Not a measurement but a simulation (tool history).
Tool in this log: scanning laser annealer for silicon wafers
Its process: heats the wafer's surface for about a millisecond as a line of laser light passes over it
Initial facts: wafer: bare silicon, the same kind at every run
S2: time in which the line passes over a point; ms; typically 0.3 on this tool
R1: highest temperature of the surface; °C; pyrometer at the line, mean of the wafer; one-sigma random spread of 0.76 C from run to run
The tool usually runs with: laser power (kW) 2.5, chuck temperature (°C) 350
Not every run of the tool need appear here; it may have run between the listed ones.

{"run": 1, "hour": 0.0, "laser power (kW)": 2.5, "S2": 0.3, "chuck temperature (°C)": 350, "R1": 1129.8}
{"run": 2, "hour": 13.0, "laser power (kW)": 2.5, "S2": 0.3, "chuck temperature (°C)": 350, "R1": 1128.9}
{"run": 3, "hour": 24.1, "laser power (kW)": 2.5, "S2": 0.3, "chuck temperature (°C)": 341, "R1": 1119.8}
{"run": 4, "hour": 37.3, "laser power (kW)": 2.5, "S2": 0.3, "chuck temperature (°C)": 341, "R1": 1121}
{"run": 5, "hour": 45.6, "laser power (kW)": 2.5, "S2": 0.3, "chuck temperature (°C)": 341, "R1": 1119.7}
{"run": 6, "hour": 60.8, "laser power (kW)": 2.5, "S2": 0.3, "chuck temperature (°C)": 341, "R1": 1119.5}
{"run": 7, "hour": 69.3, "laser power (kW)": 2.5, "S2": 0.3, "chuck temperature (°C)": 341, "R1": 1120.2}
{"run": 8, "hour": 76.0, "laser power (kW)": 2.5, "S2": 0.3, "chuck temperature (°C)": 341, "R1": 1117.2}
{"run": 9, "hour": 82.8, "laser power (kW)": 2.5, "S2": 0.3, "chuck temperature (°C)": 341, "R1": 1118.1}
{"run": 10, "hour": 90.7, "laser power (kW)": 2.5, "S2": 0.3, "chuck temperature (°C)": 341, "R1": 1118.7}
{"run": 11, "hour": 99.1, "laser power (kW)": 2.5, "S2": 0.3, "chuck temperature (°C)": 341, "R1": 1116.6}
{"run": 12, "hour": 109.8, "laser power (kW)": 2.5, "S2": 0.3, "chuck temperature (°C)": 341, "R1": 1117.9}
{"run": 13, "hour": 116.5, "laser power (kW)": 2.5, "S2": 0.3, "chuck temperature (°C)": 341, "R1": 1118.6}
{"run": 14, "hour": 130.8, "laser power (kW)": 2.5, "S2": 0.3, "chuck temperature (°C)": 341, "R1": 1117}
{"run": 15, "hour": 143.7, "laser power (kW)": 2.5, "S2": 0.3, "chuck temperature (°C)": 341, "R1": 1117.4}
{"run": 16, "hour": 156.8, "laser power (kW)": 2.5, "S2": 0.3, "chuck temperature (°C)": 341, "R1": 1117.1}
{"run": 17, "hour": 171.4, "laser power (kW)": 2.5, "S2": 0.3, "chuck temperature (°C)": 350, "R1": 1125.6}
{"run": 18, "hour": 181.2, "laser power (kW)": 2.5, "S2": 0.3, "chuck temperature (°C)": 350, "R1": 1125.5}
{"run": 19, "hour": 190.8, "laser power (kW)": 2.5, "S2": 0.3, "chuck temperature (°C)": 350, "R1": 1124.2}
{"run": 20, "hour": 206.0, "laser power (kW)": 2.5, "S2": 0.3, "chuck temperature (°C)": 334, "R1": 1108.8}
{"run": 21, "hour": 215.7, "laser power (kW)": 2.5, "S2": 0.323, "chuck temperature (°C)": 350, "R1": 1150.7}
{"hour": 227.9, "done": "window over the wafer cleaned"}
{"run": 22, "hour": 232.0, "laser power (kW)": 2.636, "S2": 0.3, "chuck temperature (°C)": 350, "R1": 1175.2}
{"run": 23, "hour": 240.6, "laser power (kW)": 2.23, "S2": 0.309, "chuck temperature (°C)": 333, "R1": 1050.5}
{"run": 24, "hour": 249.6, "laser power (kW)": 2.651, "S2": 0.285, "chuck temperature (°C)": 333, "R1": 1143.7}
{"run": 25, "hour": 262.7, "laser power (kW)": 2.5, "S2": 0.341, "chuck temperature (°C)": 363, "R1": 1195.1}
{"run": 26, "hour": 273.4, "laser power (kW)": 2.5, "S2": 0.304, "chuck temperature (°C)": 330, "R1": 1119}
{"run": 27, "hour": 288.5, "laser power (kW)": 2.5, "S2": 0.301, "chuck temperature (°C)": 347, "R1": 1132}
{"run": 28, "hour": 295.0, "laser power (kW)": 2.5, "S2": 0.301, "chuck temperature (°C)": 347, "R1": 1132.6}
{"run": 29, "hour": 305.0, "laser power (kW)": 2.632, "S2": 0.252, "chuck temperature (°C)": 328, "R1": 1088}
{"run": 30, "hour": 316.6, "laser power (kW)": 2.731, "S2": 0.296, "chuck temperature (°C)": 364, "R1": 1208.3}
{"run": 31, "hour": 328.8, "laser power (kW)": 2.422, "S2": 0.28, "chuck temperature (°C)": 350, "R1": 1088.7}
{"run": 32, "hour": 335.8, "laser power (kW)": 2.218, "S2": 0.287, "chuck temperature (°C)": 350, "R1": 1038.2}
{"run": 33, "hour": 350.4, "laser power (kW)": 2.218, "S2": 0.287, "chuck temperature (°C)": 350, "R1": 1039}
{"run": 34, "hour": 366.4, "laser power (kW)": 2.584, "S2": 0.3, "chuck temperature (°C)": 348, "R1": 1153.9}
{"run": 35, "hour": 380.4, "laser power (kW)": 2.584, "S2": 0.3, "chuck temperature (°C)": 348, "R1": 1154.2}
{"run": 36, "hour": 395.4, "laser power (kW)": 2.584, "S2": 0.3, "chuck temperature (°C)": 348, "R1": 1152.7}
{"run": 37, "hour": 402.8, "laser power (kW)": 2.584, "S2": 0.3, "chuck temperature (°C)": 348, "R1": 1154.2}
{"run": 38, "hour": 414.2, "laser power (kW)": 2.489, "S2": 0.3, "chuck temperature (°C)": 348, "R1": 1125.5}
{"run": 39, "hour": 428.1, "laser power (kW)": 2.5, "S2": 0.274, "chuck temperature (°C)": 319, "R1": 1069.4}
{"run": 40, "hour": 440.0, "laser power (kW)": 2.453, "S2": 0.254, "chuck temperature (°C)": 356, "R1": 1069}
{"run": 41, "hour": 451.5, "laser power (kW)": 2.453, "S2": 0.29, "chuck temperature (°C)": 356, "R1": 1113.1}

Subtracting, for every run, the result it would have given without the tool's unlogged condition from the measured result gives the following. The same run-to-run variation enters both numbers; the gauge's scatter may not:
The hidden state here: light that passes the window, % of a clean one's; laser's true power over the reading, %; width of the line over the set one, %; drift of the gauge itself on peak_c, C.
run=1 R1=-10.1
run=2 R1=-10.4
run=3 R1=-10.6
run=4 R1=-10.9
run=5 R1=-11.1
run=6 R1=-11.5
run=7 R1=-11.7
run=8 R1=-11.8
run=9 R1=-12
run=10 R1=-12.2
run=11 R1=-12.4
run=12 R1=-12.7
run=13 R1=-12.8
run=14 R1=-13.1
run=15 R1=-13.4
run=16 R1=-13.8
run=17 R1=-14.1
run=18 R1=-14.4
run=19 R1=-14.5
run=20 R1=-14.9
run=21 R1=-15.7
run=22 R1=-4.1
run=23 R1=-3.8
run=24 R1=-4.4
run=25 R1=-4.9
run=26 R1=-4.9
run=27 R1=-5.2
run=28 R1=-5.4
run=29 R1=-5.5
run=30 R1=-6.4
run=31 R1=-5.9
run=32 R1=-5.7
run=33 R1=-5.9
run=34 R1=-7.4
run=35 R1=-7.8
run=36 R1=-8.1
run=37 R1=-8.3
run=38 R1=-8.3
run=39 R1=-8.3
run=40 R1=-8.1
run=41 R1=-8.9
